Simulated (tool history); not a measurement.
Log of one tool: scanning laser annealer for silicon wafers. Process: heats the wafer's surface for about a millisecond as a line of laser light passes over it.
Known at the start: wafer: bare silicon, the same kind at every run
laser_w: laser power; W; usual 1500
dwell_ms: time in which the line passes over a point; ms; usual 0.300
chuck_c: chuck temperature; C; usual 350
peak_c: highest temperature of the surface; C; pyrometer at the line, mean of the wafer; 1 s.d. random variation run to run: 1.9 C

run 1 hour=0.0 | laser_w=1500 dwell_ms=0.300 chuck_c=350 | peak_c=1187
run 2 hour=23.0 | laser_w=1500 dwell_ms=0.300 chuck_c=339 | peak_c=1174
run 3 hour=36.4 | laser_w=1500 dwell_ms=0.300 chuck_c=371 | peak_c=1206
run 4 hour=53.0 | laser_w=1500 dwell_ms=0.300 chuck_c=371 | peak_c=1203
run 5 hour=76.7 | laser_w=1500 dwell_ms=0.300 chuck_c=371 | peak_c=1207
run 6 hour=109.7 | laser_w=1500 dwell_ms=0.300 chuck_c=371 | peak_c=1201
run 7 hour=134.5 | laser_w=1500 dwell_ms=0.300 chuck_c=350 | peak_c=1180
run 8 hour=151.3 | laser_w=1500 dwell_ms=0.300 chuck_c=350 | peak_c=1181
run 9 hour=182.1 | laser_w=1500 dwell_ms=0.300 chuck_c=350 | peak_c=1180
run 10 hour=204.2 | laser_w=1500 dwell_ms=0.300 chuck_c=350 | peak_c=1181
run 11 hour=228.7 | laser_w=1500 dwell_ms=0.300 chuck_c=350 | peak_c=1179
run 12 hour=253.8 | laser_w=1500 dwell_ms=0.300 chuck_c=350 | peak_c=1184
-- hour=261.8 optics aligned, line set to its width
run 13 hour=280.8 | laser_w=1500 dwell_ms=0.300 chuck_c=350 | peak_c=1179
run 14 hour=312.7 | laser_w=1500 dwell_ms=0.300 chuck_c=350 | peak_c=1177
run 15 hour=337.4 | laser_w=1500 dwell_ms=0.349 chuck_c=372 | peak_c=1263
run 16 hour=370.4 | laser_w=1444 dwell_ms=0.313 chuck_c=326 | peak_c=1137
-- hour=381.1 optics aligned, line set to its width, once more
run 17 hour=393.5 | laser_w=1444 dwell_ms=0.313 chuck_c=326 | peak_c=1136
run 18 hour=416.6 | laser_w=1444 dwell_ms=0.313 chuck_c=326 | peak_c=1144
run 19 hour=444.7 | laser_w=1364 dwell_ms=0.356 chuck_c=343 | peak_c=1163
run 20 hour=473.4 | laser_w=1627 dwell_ms=0.228 chuck_c=347 | peak_c=1135

Measured less the same run without the tool's hidden state. The same run-to-run variation is in both; the gauge's scatter may not be:
Hidden state at play: light that passes the window, % of a clean one's; laser's true power over the reading, %; width of the line over the set one, %; drift of the gauge itself on peak_c, C.
run=1 peak_c=-7
run=2 peak_c=-8
run=3 peak_c=-8
run=4 peak_c=-9
run=5 peak_c=-9
run=6 peak_c=-9
run=7 peak_c=-10
run=8 peak_c=-10
run=9 peak_c=-10
run=10 peak_c=-10
run=11 peak_c=-11
run=12 peak_c=-12
run=13 peak_c=-13
run=14 peak_c=-14
run=15 peak_c=-15
run=16 peak_c=-14
run=17 peak_c=-10
run=18 peak_c=-10
run=19 peak_c=-10
run=20 peak_c=-10
